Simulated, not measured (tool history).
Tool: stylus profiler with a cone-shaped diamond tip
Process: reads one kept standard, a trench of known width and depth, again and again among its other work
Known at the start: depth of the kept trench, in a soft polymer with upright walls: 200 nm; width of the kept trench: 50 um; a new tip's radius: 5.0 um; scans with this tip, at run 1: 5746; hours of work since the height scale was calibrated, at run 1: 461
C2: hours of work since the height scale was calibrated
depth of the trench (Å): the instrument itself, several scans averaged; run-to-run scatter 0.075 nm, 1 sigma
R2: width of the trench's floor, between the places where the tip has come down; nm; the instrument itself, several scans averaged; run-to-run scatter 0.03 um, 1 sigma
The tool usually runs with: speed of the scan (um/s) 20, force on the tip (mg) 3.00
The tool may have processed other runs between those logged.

Run 1, day 0.000: usual settings; scans with this tip 5746; C2 461. Result: depth of the trench (Å) 2033.2, R2 46950 nm.
Run 2, day 0.638: usual settings; scans with this tip 5878; C2 472. Result: depth of the trench (Å) 2034.3, R2 46880 nm.
Run 3, day 1.179: usual settings; scans with this tip 5990; C2 481. Result: depth of the trench (Å) 2032.7, R2 46920 nm.
Run 4, day 1.642: usual settings; scans with this tip 6085; C2 488. Result: depth of the trench (Å) 2035.9, R2 46960 nm.
Run 5, day 2.117: usual settings; scans with this tip 6183; C2 496. Result: depth of the trench (Å) 2035.0, R2 46950 nm.
At day 2.171: height scale calibrated on a step standard.
Run 6, day 2.496: usual settings; scans with this tip 6257; C2 5. Result: depth of the trench (Å) 2035.6, R2 46890 nm.
Run 7, day 3.092: usual settings but speed of the scan (um/s) 27, force on the tip (mg) 5.96; scans with this tip 6380; C2 15. Result: depth of the trench (Å) 2053.0, R2 46930 nm.
Run 8, day 3.375: usual settings but speed of the scan (um/s) 39, force on the tip (mg) 1.70; scans with this tip 6439; C2 20. Result: depth of the trench (Å) 2028.5, R2 46740 nm.
Run 9, day 3.762: usual settings but speed of the scan (um/s) 39, force on the tip (mg) 1.70; scans with this tip 6519; C2 26. Result: depth of the trench (Å) 2028.3, R2 46730 nm.
Run 10, day 4.146: usual settings but speed of the scan (um/s) 40, force on the tip (mg) 8.19; scans with this tip 6597; C2 33. Result: depth of the trench (Å) 2065.8, R2 46910 nm.

Below are 3 alternative next runs, each starting from the tool's condition after run 10. Predict each:
Run A, day 4.767: usual settings but speed of the scan (um/s) 21, force on the tip (mg) 8.19; scans with this tip 6726; C2 43. Result: depth of the trench (Å) ?, R2 ?.
Run B, day 4.767: usual settings but speed of the scan (um/s) 40, force on the tip (mg) 1.72; scans with this tip 6726; C2 43. Result: depth of the trench (Å) ?, R2 ?.
Run C, day 4.767: usual settings but speed of the scan (um/s) 53, force on the tip (mg) 8.19; scans with this tip 6726; C2 43. Result: depth of the trench (Å) ?, R2 ?.

run  depth of the trench (Å)     R2
  A                   2065.5  46930
  B                   2027.2  46680
  C                   2063.9  46810
The same runs, with their run-to-run variation unchanged, on a tool lacking any hidden condition would have given:
run  depth of the trench (Å)     R2
  A                   2058.2  47100
  B                   2020.0  46850
  C                   2056.6  46990
